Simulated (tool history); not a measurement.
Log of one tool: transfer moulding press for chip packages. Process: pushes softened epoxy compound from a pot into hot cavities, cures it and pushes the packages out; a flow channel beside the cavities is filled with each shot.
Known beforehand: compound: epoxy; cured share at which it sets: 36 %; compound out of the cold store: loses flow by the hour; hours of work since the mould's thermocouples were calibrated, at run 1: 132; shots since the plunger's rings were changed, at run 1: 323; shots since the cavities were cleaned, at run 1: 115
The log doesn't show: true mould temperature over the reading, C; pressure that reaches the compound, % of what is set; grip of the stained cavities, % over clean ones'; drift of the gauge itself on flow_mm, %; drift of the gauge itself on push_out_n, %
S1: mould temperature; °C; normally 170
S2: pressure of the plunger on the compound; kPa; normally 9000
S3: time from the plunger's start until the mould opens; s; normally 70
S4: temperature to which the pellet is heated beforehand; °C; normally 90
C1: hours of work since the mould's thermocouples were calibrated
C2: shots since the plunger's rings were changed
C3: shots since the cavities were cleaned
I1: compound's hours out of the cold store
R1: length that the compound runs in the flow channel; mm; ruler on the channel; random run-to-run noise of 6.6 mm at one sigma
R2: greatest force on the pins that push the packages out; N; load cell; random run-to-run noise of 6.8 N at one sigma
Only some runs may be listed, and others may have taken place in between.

run,day,S1,S2,S3,S4,C1,C2,C3,I1,R1,R2
1,0,170,9000,70,90,132,323,115,15.2,714,338
# day 1.929: cavities cleaned with cleaning compound and waxed
2,3.117,170,9000,80,90,180,1568,485,16.4,701,367
# day 4.158: cavities cleaned with cleaning compound and waxed
3,5.233,170,9000,80,90,212,2406,438,25.7,662,354
# day 6.288: cavities cleaned with cleaning compound and waxed
4,7.346,170,9000,64,90,245,3242,433,33,631,503
# day 8.633: cavities cleaned with cleaning compound and waxed
5,8.883,170,9000,64,90,268,3842,102,42.8,596,346
# day 11.004: cavities cleaned with cleaning compound and waxed
6,11.692,170,9000,64,90,311,4962,281,34.9,596,444
# day 12.75: mould's thermocouples calibrated
# day 13.229: cavities cleaned with cleaning compound and waxed
7,14.254,170,9000,64,90,23,5947,417,46.8,566,484
# day 15.446: cavities cleaned with cleaning compound and waxed
# day 16.204: plunger's sealing rings changed
8,16.975,170,9000,70,90,63,314,581,19.6,707,450
# day 17.717: cavities cleaned with cleaning compound and waxed
9,18.488,170,9000,70,90,85,905,314,10.8,719,392
# day 19.05: mould's thermocouples calibrated, once more
# day 19.933: cavities cleaned with cleaning compound and waxed
10,19.946,170,9000,70,90,13,1440,5,13.7,707,286
# day 22.258: cavities cleaned with cleaning compound and waxed
11,23.071,170,9000,70,90,61,2689,331,26.9,660,413
# day 24.504: cavities cleaned with cleaning compound and waxed
12,24.942,170,9000,70,90,89,3426,179,15.7,669,377
13,26.404,170,9870,66,87,112,4023,776,23.8,667,563
# day 26.858: cavities cleaned with cleaning compound and waxed
# day 28.979: cavities cleaned with cleaning compound and waxed
14,28.979,163,9000,57,99,151,5021,0,47.9,594,553
# day 31.192: cavities cleaned with cleaning compound and waxed
15,31.962,163,9000,57,99,196,6212,314,46,574,844
# day 33.233: plunger's sealing rings changed
# day 33.517: cavities cleaned with cleaning compound and waxed
16,35.058,170,8370,70,95,242,719,629,27.6,649,433
# day 35.783: cavities cleaned with cleaning compound and waxed
17,37.046,170,8370,70,95,272,1504,515,19.2,657,443
# day 37.917: cavities cleaned with cleaning compound and waxed
18,38.825,167,9060,67,81,299,2204,371,45.9,620,514
# day 40.225: cavities cleaned with cleaning compound and waxed
19,40.258,164,9000,70,81,321,2763,15,30.3,656,399
# day 40.629: mould's thermocouples calibrated
20,41.733,164,9000,55,86,17,3331,583,16.1,683,1281
# day 42.421: cavities cleaned with cleaning compound and waxed
21,44.125,173,9000,70,94,54,4280,695,25.4,640,417
# day 44.538: cavities cleaned with cleaning compound and waxed
# day 46.675: cavities cleaned with cleaning compound and waxed
22,46.992,173,7870,70,94,97,5397,128,37.5,550,268
# day 49.012: cavities cleaned with cleaning compound and waxed
23,49.429,163,7870,105,94,134,6366,170,15.8,598,284

Here are 5 independent what-if runs from the current tool condition. What would each one return?
# day 50.104: plunger's sealing rings changed
# day 51.325: cavities cleaned with cleaning compound and waxed
A,52.146,167,7010,105,94,174,806,334,32.5,?,?
# day 50.104: plunger's sealing rings changed
# day 51.325: cavities cleaned with cleaning compound and waxed
B,52.146,163,10360,105,89,174,806,334,41.2,?,?
# day 50.104: plunger's sealing rings changed
# day 51.325: cavities cleaned with cleaning compound and waxed
C,52.146,163,7870,65,94,174,806,334,15.4,?,?
# day 50.104: plunger's sealing rings changed
# day 51.325: cavities cleaned with cleaning compound and waxed
D,52.146,169,8400,70,82,174,806,334,20,?,?
# day 50.104: plunger's sealing rings changed
# day 51.325: cavities cleaned with cleaning compound and waxed
E,52.146,163,7870,52,99,174,806,334,45.8,?,?

run,R1,R2
A,597,304
B,711,327
C,676,765
D,677,471
E,609,1094
Had the tool no hidden state, the same runs would have come out as:
run,R1,R2
A,608,194
B,724,207
C,688,500
D,689,310
E,620,707
